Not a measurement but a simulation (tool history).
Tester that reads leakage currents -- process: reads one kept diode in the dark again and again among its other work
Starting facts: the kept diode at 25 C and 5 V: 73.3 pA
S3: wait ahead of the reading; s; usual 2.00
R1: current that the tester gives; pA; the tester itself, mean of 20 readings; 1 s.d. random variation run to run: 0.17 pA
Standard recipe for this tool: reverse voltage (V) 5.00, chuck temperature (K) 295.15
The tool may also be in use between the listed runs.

Run 1, day 0.000: usual settings. Result: R1 67.75 pA.
Run 2, day 2.683: usual settings. Result: R1 68.33 pA.
Run 3, day 6.879: usual settings but reverse voltage (V) 6.10. Result: R1 78.30 pA.
Run 4, day 12.138: usual settings but S3 3.30 s. Result: R1 69.06 pA.
Run 5, day 16.142: usual settings but S3 3.30 s. Result: R1 69.51 pA.
Run 6, day 20.508: usual settings but S3 3.30 s. Result: R1 70.14 pA.
At day 22.371: probe card cleaned and baked.
Run 7, day 25.758: usual settings but reverse voltage (V) 2.82. Result: R1 40.64 pA.
Run 8, day 28.608: usual settings but reverse voltage (V) 2.82. Result: R1 40.85 pA.
Run 9, day 33.500: usual settings but reverse voltage (V) 2.82. Result: R1 41.30 pA.
Run 10, day 37.204: usual settings but reverse voltage (V) 2.82. Result: R1 41.67 pA.
Run 11, day 41.512: usual settings but reverse voltage (V) 2.82. Result: R1 42.01 pA.
Run 12, day 45.608: usual settings but reverse voltage (V) 2.82. Result: R1 42.39 pA.
Run 13, day 50.917: usual settings but reverse voltage (V) 2.82. Result: R1 42.48 pA.
Run 14, day 54.246: usual settings but reverse voltage (V) 4.44, chuck temperature (K) 301.15. Result: R1 98.66 pA.
Run 15, day 57.296: usual settings but reverse voltage (V) 4.44, chuck temperature (K) 312.15. Result: R1 262.73 pA.
Run 16, day 62.592: usual settings but reverse voltage (V) 4.44, chuck temperature (K) 312.15. Result: R1 266.68 pA.
Run 17, day 66.633: usual settings but reverse voltage (V) 4.44, chuck temperature (K) 312.15, S3 0.96 s. Result: R1 267.74 pA.
Run 18, day 69.533: usual settings but reverse voltage (V) 4.32, chuck temperature (K) 312.15, S3 0.96 s. Result: R1 263.95 pA.
Run 19, day 74.154: usual settings but reverse voltage (V) 4.32, chuck temperature (K) 312.15, S3 0.96 s. Result: R1 265.81 pA.
Run 20, day 78.796: usual settings but reverse voltage (V) 6.29, chuck temperature (K) 310.15, S3 0.60 s. Result: R1 281.08 pA.
Run 21, day 83.579: usual settings but reverse voltage (V) 3.18, S3 0.88 s. Result: R1 49.24 pA.
Run 22, day 87.629: usual settings but reverse voltage (V) 3.18, S3 0.88 s. Result: R1 50.22 pA.
Run 23, day 93.062: usual settings but reverse voltage (V) 1.19, chuck temperature (K) 301.15, S3 1.32 s. Result: R1 47.58 pA.

Branching from run 23: 3 alternative next runs. What would each branch give?
Run A, day 95.629: usual settings but reverse voltage (V) 1.19, chuck temperature (K) 326.15, S3 1.32 s. Result: R1 ?.
Run B, day 95.629: usual settings but chuck temperature (K) 321.15, S3 7.06 s. Result: R1 ?.
Run C, day 95.629: usual settings but reverse voltage (V) 1.19, chuck temperature (K) 301.15, S3 0.32 s. Result: R1 ?.

run      R1
  A  398.00
  B  627.54
  C   48.08
Take away the tool's hidden state, keep each run's random variation, and the runs would have read:
run      R1
  A  360.73
  B  564.37
  C   42.02
